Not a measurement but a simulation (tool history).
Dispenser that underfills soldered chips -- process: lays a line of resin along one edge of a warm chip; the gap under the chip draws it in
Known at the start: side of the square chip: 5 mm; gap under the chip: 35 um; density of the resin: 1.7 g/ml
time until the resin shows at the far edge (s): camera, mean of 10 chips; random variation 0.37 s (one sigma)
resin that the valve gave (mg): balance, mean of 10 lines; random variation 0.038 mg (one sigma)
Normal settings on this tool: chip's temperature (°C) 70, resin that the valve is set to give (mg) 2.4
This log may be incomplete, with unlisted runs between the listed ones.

run    day  chip's temperature (°C)  resin that the valve is set to give (mg)  time until the resin shows at the far edge (s)  resin that the valve gave (mg)
  1      0                       70                                       2.4                                            23.7                            2.29
     0.254  -- new syringe of resin
  2  0.304                       70                                       2.4                                            21.6                            2.23
     0.675  -- new syringe of resin
  3  0.892                       70                                       2.4                                            24.6                             2.2
     1.079  -- new syringe of resin
  4  1.179                       70                                       2.4                                            23.3                            2.22
     1.479  -- new syringe of resin
  5  1.729                       70                                       2.4                                            24.2                            2.16
     1.904  -- new syringe of resin
  6  2.212                       70                                      2.77                                              25                            2.55
     2.325  -- new syringe of resin
  7  2.512                       70                                       2.4                                            23.9                            2.22
     2.704  -- dispensing valve cleaned and set on the balance
     2.762  -- new syringe of resin
  8  2.904                       70                                       2.4                                            22.6                            2.33
     3.204  -- new syringe of resin
  9  3.342                       70                                      2.07                                              23                            2.05
     3.629  -- new syringe of resin
 10  4.004                       76                                       2.4                                            19.2                            2.36
     4.071  -- new syringe of resin
 11    4.4                       76                                       2.4                                              19                            2.35
     4.488  -- new syringe of resin
     4.892  -- new syringe of resin
 12  4.892                       76                                       2.4                                              15                            2.37
 13  5.262                       76                                       2.4                                            19.5                            2.36
     5.312  -- new syringe of resin
     5.742  -- new syringe of resin
 14  5.771                       76                                       2.4                                            15.5                            2.26
     6.133  -- new syringe of resin
 15  6.271                       67                                      3.03                                            25.4                            2.84
     6.533  -- new syringe of resin
 16  6.571                       67                                      3.03                                            23.8                            2.85
     6.933  -- new syringe of resin
 17  7.138                       72                                       2.2                                            21.4                            2.02
     7.371  -- new syringe of resin
 18  7.708                       73                                      2.45                                            22.7                            2.23

5 ways to go on from here, each from the tool as it stands after run 18. What would each give?
     7.762  -- new syringe of resin
  A  8.046                       66                                       2.7                                               ?                               ?
     7.762  -- new syringe of resin
  B  8.046                       67                                       2.4                                               ?                               ?
     7.762  -- new syringe of resin
  C  8.046                       71                                      2.52                                               ?                               ?
     7.762  -- new syringe of resin
  D  8.046                       59                                      2.36                                               ?                               ?
     7.762  -- new syringe of resin
  E  8.046                       79                                      2.26                                               ?                               ?

run  time until the resin shows at the far edge (s)  resin that the valve gave (mg)
  A                                            29.1                            2.43
  B                                            28.8                             2.2
  C                                              23                            2.25
  D                                              43                            2.18
  E                                            15.5                             2.1
What these runs would have given with no unlogged condition in the tool:
run  time until the resin shows at the far edge (s)  resin that the valve gave (mg)
  A                                            26.6                            2.66
  B                                            26.2                             2.4
  C                                            20.9                            2.47
  D                                            39.2                            2.38
  E                                            13.8                            2.29
